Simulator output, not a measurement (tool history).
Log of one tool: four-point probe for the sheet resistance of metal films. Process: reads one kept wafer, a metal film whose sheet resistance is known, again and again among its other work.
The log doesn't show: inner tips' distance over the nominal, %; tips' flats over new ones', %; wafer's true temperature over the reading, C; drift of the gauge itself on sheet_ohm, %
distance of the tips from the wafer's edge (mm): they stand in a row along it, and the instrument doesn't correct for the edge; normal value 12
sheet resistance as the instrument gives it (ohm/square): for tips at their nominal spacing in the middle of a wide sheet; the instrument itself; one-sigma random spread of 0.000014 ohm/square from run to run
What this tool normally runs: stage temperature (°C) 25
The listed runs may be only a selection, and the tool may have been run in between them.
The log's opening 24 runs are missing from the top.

run     day  stage temperature (°C)  distance of the tips from the wafer's edge (mm)  touches since the probe head was changed  hours of work since the stage's thermometer was calibrated  sheet resistance as the instrument gives it (ohm/square)
 25  44.567                      26                                               75                                     49369                                                        1774                                                  0.070530
 26  46.408                      19                                                6                                     51250                                                        1809                                                  0.071299
 27  48.846                      19                                                6                                     53730                                                        1854                                                  0.071283
 28  50.175                      20                                               18                                     55086                                                        1879                                                  0.070987
 29  51.317                      25                                               11                                     56250                                                        1901                                                  0.070676
 30  52.783                      25                                               11                                     57742                                                        1928                                                  0.070665
 31  55.121                      29                                                9                                     60123                                                        1972                                                  0.070453
 32  56.288                      29                                                9                                     61312                                                        1994                                                  0.070430
 33  58.150                      25                                                3                                     63209                                                        2029                                                  0.071642
 34  60.712                      25                                                3                                     65818                                                        2077                                                  0.071601

Below are 4 alternative next runs, each starting from the tool's condition after run 34. Predict each:
  A  62.462                      25                                                5                                     67601                                                        2110                                                         ?
  B  62.462                      19                                               12                                     67601                                                        2110                                                         ?
  C  62.462                      23                                                3                                     67601                                                        2110                                                         ?
  D  62.462                      29                                               12                                     67601                                                        2110                                                         ?

run  sheet resistance as the instrument gives it (ohm/square)
  A                                                  0.070936
  B                                                  0.071061
  C                                                  0.071741
  D                                                  0.070399
The same runs, with their run-to-run variation unchanged, on a tool lacking any hidden condition would have given:
run  sheet resistance as the instrument gives it (ohm/square)
  A                                                  0.071428
  B                                                  0.071551
  C                                                  0.072237
  D                                                  0.070889

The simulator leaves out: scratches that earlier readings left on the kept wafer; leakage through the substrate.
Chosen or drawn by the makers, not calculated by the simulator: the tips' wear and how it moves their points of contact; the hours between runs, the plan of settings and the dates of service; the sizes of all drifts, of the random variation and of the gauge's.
